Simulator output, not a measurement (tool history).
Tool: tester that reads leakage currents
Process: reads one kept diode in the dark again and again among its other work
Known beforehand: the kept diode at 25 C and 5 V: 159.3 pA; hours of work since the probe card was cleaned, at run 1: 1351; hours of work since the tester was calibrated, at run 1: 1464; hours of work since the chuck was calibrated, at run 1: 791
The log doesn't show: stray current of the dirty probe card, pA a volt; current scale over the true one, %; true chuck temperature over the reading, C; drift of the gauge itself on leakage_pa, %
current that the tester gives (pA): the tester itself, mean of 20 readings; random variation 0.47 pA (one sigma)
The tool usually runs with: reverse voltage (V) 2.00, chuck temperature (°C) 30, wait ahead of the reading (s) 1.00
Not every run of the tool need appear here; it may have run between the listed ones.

run,hour,reverse voltage (V),chuck temperature (°C),wait ahead of the reading (s),hours of work since the probe card was cleaned,hours of work since the tester was calibrated,hours of work since the chuck was calibrated,current that the tester gives (pA)
1,0.0,2.00,30,1.00,1351,1464,791,150.18
2,73.0,2.00,30,1.34,1406,1519,846,149.20
# hour 87.4: probe card cleaned and baked
3,163.1,2.00,59,1.34,57,1585,912,1108.25
4,228.2,1.48,30,1.00,107,1635,961,129.34
5,348.9,1.48,30,1.00,198,1726,1053,129.22
6,437.8,2.00,29,1.00,265,1793,1120,138.74
7,496.3,2.00,29,1.00,310,1838,1164,137.61
8,588.0,2.00,29,4.70,379,1907,1234,136.11
9,696.7,2.00,32,1.00,462,1989,1316,170.43
# hour 721.3: probe card cleaned and baked, once more
10,770.1,2.00,32,1.00,37,2043,1369,166.43
11,856.9,2.00,20,1.00,103,2108,1435,64.97
12,953.7,2.00,20,1.00,176,2182,1508,64.74
# hour 1032.3: chuck's temperature calibrated
13,1052.2,2.00,20,1.00,249,2255,15,70.84
14,1126.1,2.00,20,1.00,305,2311,71,70.90
15,1191.0,2.00,30,2.16,354,2360,120,153.62
16,1256.9,2.00,30,2.16,404,2410,170,152.78
17,1345.7,1.92,32,1.00,471,2477,237,175.05
18,1445.0,10.06,21,2.83,547,2552,313,160.89
19,1499.5,10.06,21,2.83,588,2594,354,162.47
20,1576.2,14.47,24,1.34,646,2652,412,243.40
21,1686.9,14.47,24,1.34,730,2736,496,242.68
22,1793.9,2.24,21,1.00,811,2817,577,78.97
23,1902.5,1.08,23,1.00,893,2899,659,66.11
24,1981.1,1.08,23,1.00,953,2959,719,65.69
25,2040.4,3.81,23,1.00,998,3003,764,117.88
26,2153.9,5.10,28,1.00,1084,3089,850,198.18
27,2232.9,7.11,24,2.99,1144,3149,909,170.41
28,2304.6,7.11,24,2.99,1198,3204,964,169.65
29,2384.5,12.44,24,7.78,1258,3264,1024,221.28
30,2484.5,12.44,24,7.78,1334,3340,1100,221.46
31,2571.4,3.21,42,3.38,1400,3406,1166,438.24
# hour 2599.6: probe card cleaned and baked
32,2671.4,1.08,23,7.98,54,3479,1239,63.00

4 ways to go on from here, each from the tool as it stands after run 32. What would each give?
A,2782.1,3.65,37,7.98,138,3563,1323,?
B,2782.1,2.00,25,9.84,138,3563,1323,?
C,2782.1,1.08,23,3.75,138,3563,1323,?
D,2782.1,12.60,23,5.17,138,3563,1323,?

run,current that the tester gives (pA)
A,317.30
B,97.22
C,62.80
D,194.09
Without the tool's hidden state the same runs would have given:
run,current that the tester gives (pA)
A,340.46
B,104.69
C,67.69
D,208.19
